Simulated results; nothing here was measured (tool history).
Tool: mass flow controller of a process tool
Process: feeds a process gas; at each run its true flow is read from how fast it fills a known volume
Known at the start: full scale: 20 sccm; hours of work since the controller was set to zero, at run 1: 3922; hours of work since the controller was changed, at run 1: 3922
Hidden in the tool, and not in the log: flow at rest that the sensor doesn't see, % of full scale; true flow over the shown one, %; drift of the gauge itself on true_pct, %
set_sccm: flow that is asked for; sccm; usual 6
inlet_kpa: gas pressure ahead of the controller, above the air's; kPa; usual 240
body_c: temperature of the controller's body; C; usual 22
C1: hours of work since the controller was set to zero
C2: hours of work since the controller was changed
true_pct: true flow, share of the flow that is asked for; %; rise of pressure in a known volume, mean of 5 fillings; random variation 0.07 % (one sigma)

run 1 hour=0 | set_sccm=6 inlet_kpa=240 body_c=22 | C1=3922 C2=3922 | true_pct=97.76
run 2 hour=406.8 | set_sccm=4 inlet_kpa=240 body_c=22 | C1=4228 C2=4228 | true_pct=97.49
run 3 hour=689.8 | set_sccm=4 inlet_kpa=240 body_c=22 | C1=4440 C2=4440 | true_pct=97.81
run 4 hour=1013.8 | set_sccm=4 inlet_kpa=240 body_c=22 | C1=4684 C2=4684 | true_pct=98.01
run 5 hour=1260.3 | set_sccm=15 inlet_kpa=240 body_c=22 | C1=4869 C2=4869 | true_pct=99.47
run 6 hour=1647.3 | set_sccm=15 inlet_kpa=240 body_c=22 | C1=5160 C2=5160 | true_pct=99.67
run 7 hour=2070.9 | set_sccm=15 inlet_kpa=240 body_c=22 | C1=5479 C2=5479 | true_pct=99.91
run 8 hour=2305.3 | set_sccm=6 inlet_kpa=240 body_c=22 | C1=5655 C2=5655 | true_pct=98.67
-- hour=2427.5 controller's zero set anew
run 9 hour=2781.2 | set_sccm=6 inlet_kpa=240 body_c=22 | C1=266 C2=6012 | true_pct=98.87
run 10 hour=3251.6 | set_sccm=6 inlet_kpa=240 body_c=33 | C1=619 C2=6366 | true_pct=99.69
run 11 hour=3506.8 | set_sccm=6 inlet_kpa=240 body_c=22 | C1=811 C2=6558 | true_pct=99.32
run 12 hour=3941.2 | set_sccm=4 inlet_kpa=240 body_c=22 | C1=1138 C2=6884 | true_pct=99.18
run 13 hour=4325.6 | set_sccm=4 inlet_kpa=240 body_c=22 | C1=1427 C2=7173 | true_pct=99.46
-- hour=4375.8 controller exchanged for a calibrated one
run 14 hour=4662.5 | set_sccm=4 inlet_kpa=240 body_c=22 | C1=216 C2=216 | true_pct=99.46
-- hour=4764.5 gauge calibrated
run 15 hour=5149.4 | set_sccm=4 inlet_kpa=240 body_c=22 | C1=582 C2=582 | true_pct=97.67
run 16 hour=5497.2 | set_sccm=4 inlet_kpa=240 body_c=22 | C1=843 C2=843 | true_pct=97.82
run 17 hour=5863.5 | set_sccm=11 inlet_kpa=240 body_c=22 | C1=1118 C2=1118 | true_pct=98.79
run 18 hour=6289.3 | set_sccm=6 inlet_kpa=261 body_c=22 | C1=1438 C2=1438 | true_pct=98.36
run 19 hour=6498.6 | set_sccm=6 inlet_kpa=155 body_c=22 | C1=1596 C2=1596 | true_pct=98.8
run 20 hour=6869.6 | set_sccm=6 inlet_kpa=240 body_c=38 | C1=1875 C2=1875 | true_pct=99.53
run 21 hour=7259.3 | set_sccm=6 inlet_kpa=254 body_c=30 | C1=2168 C2=2168 | true_pct=99.06
run 22 hour=7485.1 | set_sccm=7 inlet_kpa=271 body_c=21 | C1=2337 C2=2337 | true_pct=98.83
run 23 hour=7797.5 | set_sccm=17 inlet_kpa=202 body_c=22 | C1=2572 C2=2572 | true_pct=100.81
run 24 hour=8210.5 | set_sccm=5 inlet_kpa=232 body_c=22 | C1=2883 C2=2883 | true_pct=99.07
run 25 hour=8702.3 | set_sccm=6 inlet_kpa=230 body_c=31 | C1=3252 C2=3252 | true_pct=99.93
run 26 hour=8959.4 | set_sccm=6 inlet_kpa=240 body_c=29 | C1=3446 C2=3446 | true_pct=99.81
run 27 hour=9312.9 | set_sccm=14 inlet_kpa=240 body_c=21 | C1=3711 C2=3711 | true_pct=100.89
run 28 hour=9715.5 | set_sccm=5 inlet_kpa=183 body_c=31 | C1=4014 C2=4014 | true_pct=100.45
run 29 hour=9952.2 | set_sccm=5 inlet_kpa=183 body_c=31 | C1=4192 C2=4192 | true_pct=100.61
run 30 hour=10276.9 | set_sccm=6 inlet_kpa=184 body_c=22 | C1=4436 C2=4436 | true_pct=100.57
run 31 hour=10742.5 | set_sccm=9 inlet_kpa=159 body_c=30 | C1=4786 C2=4786 | true_pct=101.56
run 32 hour=11011.7 | set_sccm=15 inlet_kpa=189 body_c=32 | C1=4988 C2=4988 | true_pct=102.5
run 33 hour=11276.7 | set_sccm=6 inlet_kpa=211 body_c=22 | C1=5187 C2=5187 | true_pct=100.77
run 34 hour=11719 | set_sccm=5 inlet_kpa=164 body_c=25 | C1=5520 C2=5520 | true_pct=101.06
-- hour=12025.6 controller's zero set anew
run 35 hour=12126.7 | set_sccm=5 inlet_kpa=164 body_c=25 | C1=76 C2=5826 | true_pct=101.2
run 36 hour=12453.2 | set_sccm=6 inlet_kpa=240 body_c=37 | C1=321 C2=6071 | true_pct=101.87
run 37 hour=12701.9 | set_sccm=6 inlet_kpa=146 body_c=37 | C1=508 C2=6258 | true_pct=102.28
run 38 hour=12929 | set_sccm=12 inlet_kpa=144 body_c=20 | C1=679 C2=6429 | true_pct=102.44

The same runs without the tool's hidden state, with the same run-to-run variation:
run=1 true_pct=97.76
run=2 true_pct=97.3
run=3 true_pct=97.5
run=4 true_pct=97.56
run=5 true_pct=98.94
run=6 true_pct=98.96
run=7 true_pct=99.02
run=8 true_pct=97.68
run=9 true_pct=97.7
run=10 true_pct=98.31
run=11 true_pct=97.83
run=12 true_pct=97.5
run=13 true_pct=97.62
run=14 true_pct=97.43
run=15 true_pct=97.5
run=16 true_pct=97.5
run=17 true_pct=98.31
run=18 true_pct=97.69
run=19 true_pct=98.04
run=20 true_pct=98.61
run=21 true_pct=97.97
run=22 true_pct=97.65
run=23 true_pct=99.48
run=24 true_pct=97.57
run=25 true_pct=98.21
run=26 true_pct=97.98
run=27 true_pct=98.9
run=28 true_pct=98.28
run=29 true_pct=98.34
run=30 true_pct=98.16
run=31 true_pct=98.94
run=32 true_pct=99.75
run=33 true_pct=97.93
run=34 true_pct=98.02
run=35 true_pct=98.02
run=36 true_pct=98.53
run=37 true_pct=98.83
run=38 true_pct=98.89
